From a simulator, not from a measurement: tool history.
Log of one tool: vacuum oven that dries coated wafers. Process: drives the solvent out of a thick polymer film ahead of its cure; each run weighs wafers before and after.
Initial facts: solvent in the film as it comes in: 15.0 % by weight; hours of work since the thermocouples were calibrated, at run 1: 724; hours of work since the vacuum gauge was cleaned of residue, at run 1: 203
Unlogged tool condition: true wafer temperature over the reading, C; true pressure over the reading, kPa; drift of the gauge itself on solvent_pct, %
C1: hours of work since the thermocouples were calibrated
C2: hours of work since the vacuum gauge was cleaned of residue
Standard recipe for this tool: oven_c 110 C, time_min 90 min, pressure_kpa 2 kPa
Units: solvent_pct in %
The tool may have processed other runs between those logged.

{"run": 1, "hour": 0.0, "oven_c": 110, "time_min": 90, "pressure_kpa": 2, "C1": 724, "C2": 203, "solvent_pct": 3.92}
{"run": 2, "hour": 118.6, "oven_c": 110, "time_min": 90, "pressure_kpa": 2, "C1": 798, "C2": 277, "solvent_pct": 3.82}
{"run": 3, "hour": 242.3, "oven_c": 110, "time_min": 126, "pressure_kpa": 2, "C1": 875, "C2": 354, "solvent_pct": 2.53}
{"run": 4, "hour": 311.4, "oven_c": 110, "time_min": 90, "pressure_kpa": 2, "C1": 918, "C2": 397, "solvent_pct": 3.82}
{"run": 5, "hour": 383.4, "oven_c": 110, "time_min": 45, "pressure_kpa": 2, "C1": 963, "C2": 442, "solvent_pct": 6.8}
{"run": 6, "hour": 506.8, "oven_c": 110, "time_min": 45, "pressure_kpa": 2, "C1": 1040, "C2": 519, "solvent_pct": 6.87}
{"run": 7, "hour": 623.6, "oven_c": 108, "time_min": 45, "pressure_kpa": 2, "C1": 1113, "C2": 592, "solvent_pct": 7.13}
{"hour": 636.2, "done": "oven's thermocouples calibrated"}
{"run": 8, "hour": 734.4, "oven_c": 108, "time_min": 45, "pressure_kpa": 7.41, "C1": 61, "C2": 659, "solvent_pct": 7.68}
{"run": 9, "hour": 816.2, "oven_c": 108, "time_min": 45, "pressure_kpa": 7.41, "C1": 112, "C2": 710, "solvent_pct": 7.74}
{"run": 10, "hour": 872.5, "oven_c": 108, "time_min": 45, "pressure_kpa": 7.41, "C1": 147, "C2": 745, "solvent_pct": 7.8}
{"run": 11, "hour": 941.2, "oven_c": 108, "time_min": 45, "pressure_kpa": 7.41, "C1": 190, "C2": 788, "solvent_pct": 7.77}
{"run": 12, "hour": 1030.4, "oven_c": 101, "time_min": 90, "pressure_kpa": 2.31, "C1": 246, "C2": 844, "solvent_pct": 5.64}
{"run": 13, "hour": 1136.6, "oven_c": 96, "time_min": 90, "pressure_kpa": 1.56, "C1": 312, "C2": 910, "solvent_pct": 6.71}
{"run": 14, "hour": 1250.9, "oven_c": 96, "time_min": 90, "pressure_kpa": 1.56, "C1": 383, "C2": 981, "solvent_pct": 6.59}

Run 15 has not been measured yet. What should we expect?
{"run": 15, "hour": 1374.0, "oven_c": 101, "time_min": 143, "pressure_kpa": 1.53, "C1": 460, "C2": 1058, "solvent_pct": "?"}

solvent_pct: 3.63 %
With the hidden condition absent and the run-to-run variation left alone, this run would have shown solvent_pct 3.47 %.
